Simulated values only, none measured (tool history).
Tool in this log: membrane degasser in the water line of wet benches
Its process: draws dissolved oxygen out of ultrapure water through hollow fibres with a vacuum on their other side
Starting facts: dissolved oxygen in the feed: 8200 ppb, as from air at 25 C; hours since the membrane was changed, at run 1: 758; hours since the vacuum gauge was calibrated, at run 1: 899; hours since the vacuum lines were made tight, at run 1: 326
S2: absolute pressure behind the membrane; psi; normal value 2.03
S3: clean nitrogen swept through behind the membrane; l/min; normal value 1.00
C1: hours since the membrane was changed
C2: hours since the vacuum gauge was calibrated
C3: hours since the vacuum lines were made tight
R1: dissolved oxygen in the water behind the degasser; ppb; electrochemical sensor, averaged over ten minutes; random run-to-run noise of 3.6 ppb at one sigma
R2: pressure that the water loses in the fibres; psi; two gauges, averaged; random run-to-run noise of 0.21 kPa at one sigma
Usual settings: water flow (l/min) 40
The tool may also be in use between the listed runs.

Run 1, hour 0.0: usual settings; C1 758; C2 899; C3 326. Result: R1 806.3 ppb, R2 7.348 psi.
Run 2, hour 46.3: usual settings; C1 804; C2 945; C3 372. Result: R1 806.4 ppb, R2 7.416 psi.
Run 3, hour 99.3: usual settings but water flow (l/min) 37; C1 857; C2 998; C3 425. Result: R1 759.8 ppb, R2 6.883 psi.
Run 4, hour 126.2: usual settings; C1 884; C2 1025; C3 452. Result: R1 813.2 ppb, R2 7.394 psi.
Run 5, hour 159.1: usual settings but water flow (l/min) 58; C1 917; C2 1058; C3 485. Result: R1 1088.4 ppb, R2 10.740 psi.
Run 6, hour 218.7: usual settings but water flow (l/min) 58; C1 977; C2 1118; C3 544. Result: R1 1091.6 ppb, R2 10.714 psi.
Run 7, hour 262.5: usual settings; C1 1020; C2 1162; C3 588. Result: R1 811.4 ppb, R2 7.419 psi.
Run 8, hour 291.3: usual settings but water flow (l/min) 32; C1 1049; C2 1190; C3 617. Result: R1 671.5 ppb, R2 5.980 psi.
Run 9, hour 350.6: usual settings but water flow (l/min) 32; C1 1108; C2 1250; C3 676. Result: R1 674.2 ppb, R2 5.941 psi.
Run 10, hour 380.2: usual settings but water flow (l/min) 32; C1 1138; C2 1279; C3 706. Result: R1 673.5 ppb, R2 5.890 psi.
Run 11, hour 441.1: usual settings; C1 1199; C2 1340; C3 767. Result: R1 806.7 ppb, R2 7.394 psi.
Run 12, hour 469.5: usual settings; C1 1227; C2 1368; C3 795. Result: R1 812.4 ppb, R2 7.406 psi.
Run 13, hour 507.4: usual settings; C1 1265; C2 1406; C3 833. Result: R1 807.2 ppb, R2 7.369 psi.
Run 14, hour 542.6: usual settings but S3 1.35 l/min; C1 1300; C2 1442; C3 868. Result: R1 643.0 ppb, R2 7.433 psi.
Run 15, hour 583.7: usual settings but S3 1.35 l/min; C1 1342; C2 1483; C3 909. Result: R1 648.5 ppb, R2 7.391 psi.
Run 16, hour 643.3: usual settings but S3 0.69 l/min; C1 1401; C2 1542; C3 969. Result: R1 1048.0 ppb, R2 7.433 psi.
Run 17, hour 699.0: usual settings but water flow (l/min) 24, S2 4.21 psi, S3 0.49 l/min; C1 1457; C2 1598; C3 1025. Result: R1 1958.3 ppb, R2 4.496 psi.
Run 18, hour 754.4: usual settings but water flow (l/min) 24, S2 4.21 psi, S3 0.49 l/min; C1 1512; C2 1653; C3 1080. Result: R1 1951.5 ppb, R2 4.453 psi.
Run 19, hour 780.0: usual settings but water flow (l/min) 24, S2 4.21 psi, S3 0.49 l/min; C1 1538; C2 1679; C3 1106. Result: R1 1950.9 ppb, R2 4.412 psi.
Run 20, hour 820.8: usual settings but water flow (l/min) 24, S2 4.21 psi, S3 0.49 l/min; C1 1579; C2 1720; C3 1146. Result: R1 1968.0 ppb, R2 4.458 psi.
Run 21, hour 878.0: usual settings but water flow (l/min) 24, S2 4.21 psi, S3 0.49 l/min; C1 1636; C2 1777; C3 1204. Result: R1 1960.6 ppb, R2 4.435 psi.
Run 22, hour 908.6: usual settings but water flow (l/min) 26, S2 2.51 psi, S3 0.52 l/min; C1 1666; C2 1808; C3 1234. Result: R1 1198.1 ppb, R2 4.815 psi.
Run 23, hour 964.4: usual settings but water flow (l/min) 44, S2 2.70 psi, S3 0.40 l/min; C1 1722; C2 1863; C3 1290. Result: R1 2101.3 ppb, R2 8.158 psi.
Run 24, hour 1026.7: usual settings but water flow (l/min) 35, S2 2.39 psi, S3 0.40 l/min; C1 1785; C2 1926; C3 1352. Result: R1 1635.0 ppb, R2 6.531 psi.
Run 25, hour 1067.3: usual settings but water flow (l/min) 36, S2 1.54 psi; C1 1825; C2 1966; C3 1393. Result: R1 524.5 ppb, R2 6.685 psi.
Run 26, hour 1130.2: usual settings but water flow (l/min) 41, S2 1.54 psi, S3 2.01 l/min; C1 1888; C2 2029; C3 1456. Result: R1 337.1 ppb, R2 7.616 psi.
Run 27, hour 1175.7: usual settings but water flow (l/min) 34, S2 2.87 psi; C1 1934; C2 2075; C3 1501. Result: R1 1045.7 ppb, R2 6.319 psi.
Run 28, hour 1214.8: usual settings but S2 2.15 psi, S3 1.90 l/min; C1 1973; C2 2114; C3 1540. Result: R1 523.3 ppb, R2 7.397 psi.

Forecast each of these 4 alternatives for the next run:
Run A, hour 1253.9: usual settings but S2 2.15 psi, S3 0.61 l/min; C1 2012; C2 2153; C3 1579. Result: R1 ?, R2 ?.
Run B, hour 1253.9: usual settings but S2 3.54 psi; C1 2012; C2 2153; C3 1579. Result: R1 ?, R2 ?.
Run C, hour 1253.9: usual settings but water flow (l/min) 26, S3 1.45 l/min; C1 2012; C2 2153; C3 1579. Result: R1 ?, R2 ?.
Run D, hour 1253.9: usual settings but S3 0.78 l/min; C1 2012; C2 2153; C3 1579. Result: R1 ?, R2 ?.

run      R1     R2
  A  1199.7  7.424
  B  1460.6  7.429
  C   417.4  4.808
  D   967.6  7.382
Without the tool's unlogged condition, the same runs would have read:
run      R1     R2
  A  1199.2  7.423
  B  1460.2  7.427
  C   417.1  4.807
  D   967.1  7.380
